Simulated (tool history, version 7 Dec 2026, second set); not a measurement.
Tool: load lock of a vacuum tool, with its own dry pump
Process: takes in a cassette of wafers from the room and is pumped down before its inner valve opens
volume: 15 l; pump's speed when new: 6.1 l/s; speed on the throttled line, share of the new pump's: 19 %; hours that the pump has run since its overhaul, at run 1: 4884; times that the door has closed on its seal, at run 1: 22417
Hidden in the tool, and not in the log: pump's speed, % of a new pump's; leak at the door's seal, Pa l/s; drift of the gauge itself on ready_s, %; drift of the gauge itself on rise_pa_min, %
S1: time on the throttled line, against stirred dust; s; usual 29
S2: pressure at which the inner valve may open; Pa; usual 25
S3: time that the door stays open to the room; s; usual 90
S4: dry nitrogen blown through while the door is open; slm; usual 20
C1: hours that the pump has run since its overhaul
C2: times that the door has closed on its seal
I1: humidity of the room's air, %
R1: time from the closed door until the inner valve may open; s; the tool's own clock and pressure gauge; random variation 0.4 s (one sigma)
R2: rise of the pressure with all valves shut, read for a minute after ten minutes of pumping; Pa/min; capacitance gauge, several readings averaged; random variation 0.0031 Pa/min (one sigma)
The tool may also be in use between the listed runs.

| run | hour | S1 | S2 | S3 | S4 | C1 | C2 | I1 | R1 | R2 |
|---|---|---|---|---|---|---|---|---|---|---|
| 1 | 0.0 | 29 | 25 | 90 | 20 | 4884 | 22417 | 46.1 | 44.7 | 0.526 |
| 2 | 388.8 | 29 | 25 | 90 | 20 | 5273 | 22990 | 45.0 | 45.2 | 0.554 |
|  | 649.3 | door's seal changed, seat wiped |
| 3 | 726.7 | 29 | 25 | 90 | 20 | 5609 | 114 | 43.1 | 44.7 | 0.080 |
| 4 | 1046.2 | 29 | 25 | 90 | 20 | 5929 | 585 | 46.0 | 45.3 | 0.089 |
| 5 | 1447.2 | 48 | 25 | 90 | 20 | 6330 | 1176 | 45.1 | 59.7 | 0.085 |
| 6 | 1802.5 | 29 | 25 | 90 | 20 | 6685 | 1700 | 45.0 | 45.2 | 0.096 |
| 7 | 1976.3 | 29 | 25 | 90 | 20 | 6859 | 1956 | 45.4 | 45.0 | 0.092 |
| 8 | 2298.0 | 29 | 25 | 90 | 20 | 7181 | 2430 | 46.0 | 45.4 | 0.105 |
| 9 | 2594.5 | 29 | 25 | 205 | 20 | 7477 | 2867 | 46.8 | 45.5 | 0.138 |
| 10 | 2943.0 | 29 | 25 | 205 | 20 | 7826 | 3381 | 45.8 | 46.2 | 0.136 |
| 11 | 3191.8 | 29 | 25 | 200 | 20 | 8075 | 3747 | 46.3 | 45.6 | 0.148 |
| 12 | 3532.5 | 29 | 25 | 200 | 20 | 8415 | 4250 | 45.1 | 45.9 | 0.155 |
| 13 | 3827.9 | 29 | 25 | 200 | 20 | 8711 | 4685 | 46.5 | 45.6 | 0.161 |
| 14 | 4220.4 | 29 | 25 | 200 | 20 | 9103 | 5263 | 45.1 | 45.7 | 0.171 |
| 15 | 4486.0 | 40 | 32 | 200 | 27 | 9369 | 5655 | 45.7 | 53.5 | 0.161 |
| 16 | 4740.0 | 14 | 26 | 90 | 20 | 9623 | 6029 | 43.9 | 33.9 | 0.140 |
| 17 | 4917.7 | 14 | 26 | 90 | 20 | 9800 | 6291 | 45.0 | 33.7 | 0.149 |

The next listed run, before its measurement:
| 18 | 5097.9 | 38 | 26 | 148 | 20 | 9981 | 6557 | 44.2 | ? | ? |

Run 18 gave R1 52.6 s, R2 0.174 Pa/min.
Without the tool's hidden state the same run would have given R1 50.8 s, R2 0.100 Pa/min.
